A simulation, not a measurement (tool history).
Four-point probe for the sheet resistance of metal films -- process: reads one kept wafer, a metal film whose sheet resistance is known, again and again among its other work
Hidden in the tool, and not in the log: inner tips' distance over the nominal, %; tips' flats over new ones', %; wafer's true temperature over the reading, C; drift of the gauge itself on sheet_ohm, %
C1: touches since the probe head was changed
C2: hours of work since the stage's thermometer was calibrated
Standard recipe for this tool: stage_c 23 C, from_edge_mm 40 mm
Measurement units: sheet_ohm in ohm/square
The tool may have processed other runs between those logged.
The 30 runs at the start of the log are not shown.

Run 31, hour 1943: usual settings but stage_c 24 C, from_edge_mm 43 mm; C1 125787; C2 624. Result: sheet_ohm 0.259848 ohm/square.
Run 32, hour 1989.1: usual settings but stage_c 29 C; C1 128160; C2 656. Result: sheet_ohm 0.260441 ohm/square.
Run 33, hour 2028.6: usual settings but stage_c 30 C, from_edge_mm 42 mm; C1 130195; C2 683. Result: sheet_ohm 0.260534 ohm/square.
Run 34, hour 2076.6: usual settings but stage_c 21 C; C1 132668; C2 715. Result: sheet_ohm 0.259566 ohm/square.
Run 35, hour 2162.9: usual settings but stage_c 24 C, from_edge_mm 8 mm; C1 137111; C2 774. Result: sheet_ohm 0.261993 ohm/square.
Run 36, hour 2234.6: usual settings but stage_c 24 C, from_edge_mm 8 mm; C1 140806; C2 823. Result: sheet_ohm 0.261945 ohm/square.
Run 37, hour 2305.7: usual settings but stage_c 33 C; C1 144466; C2 871. Result: sheet_ohm 0.260818 ohm/square.
Run 38, hour 2392.2: usual settings but stage_c 33 C; C1 148924; C2 930. Result: sheet_ohm 0.260726 ohm/square.
Run 39, hour 2450.7: usual settings but stage_c 33 C; C1 151935; C2 970. Result: sheet_ohm 0.260737 ohm/square.
Run 40, hour 2535.6: usual settings but stage_c 33 C; C1 156312; C2 1027. Result: sheet_ohm 0.260795 ohm/square.
Run 41, hour 2605.5: usual settings but stage_c 27 C, from_edge_mm 8 mm; C1 159910; C2 1075. Result: sheet_ohm 0.262247 ohm/square.
Run 42, hour 2684.3: usual settings but stage_c 31 C, from_edge_mm 8 mm; C1 163972; C2 1128. Result: sheet_ohm 0.262656 ohm/square.
Run 43, hour 2731: usual settings but stage_c 31 C, from_edge_mm 8 mm; C1 166375; C2 1160. Result: sheet_ohm 0.262664 ohm/square.
Run 44, hour 2769.5: usual settings but stage_c 31 C, from_edge_mm 8 mm; C1 168360; C2 1186. Result: sheet_ohm 0.262702 ohm/square.

Predict each of these 3 candidate next runs independently; none follows another, all start after run 44:
Run A, hour 2828.6: usual settings but stage_c 28 C, from_edge_mm 8 mm; C1 171403; C2 1227. Result: sheet_ohm ?.
Run B, hour 2828.6: usual settings but stage_c 19 C, from_edge_mm 8 mm; C1 171403; C2 1227. Result: sheet_ohm ?.
Run C, hour 2828.6: usual settings but stage_c 19 C, from_edge_mm 25 mm; C1 171403; C2 1227. Result: sheet_ohm ?.

run  sheet_ohm
  A   0.262353
  B   0.261434
  C   0.259553
Had the tool no hidden state, the same runs would have come out as:
run  sheet_ohm
  A   0.262378
  B   0.261459
  C   0.259578
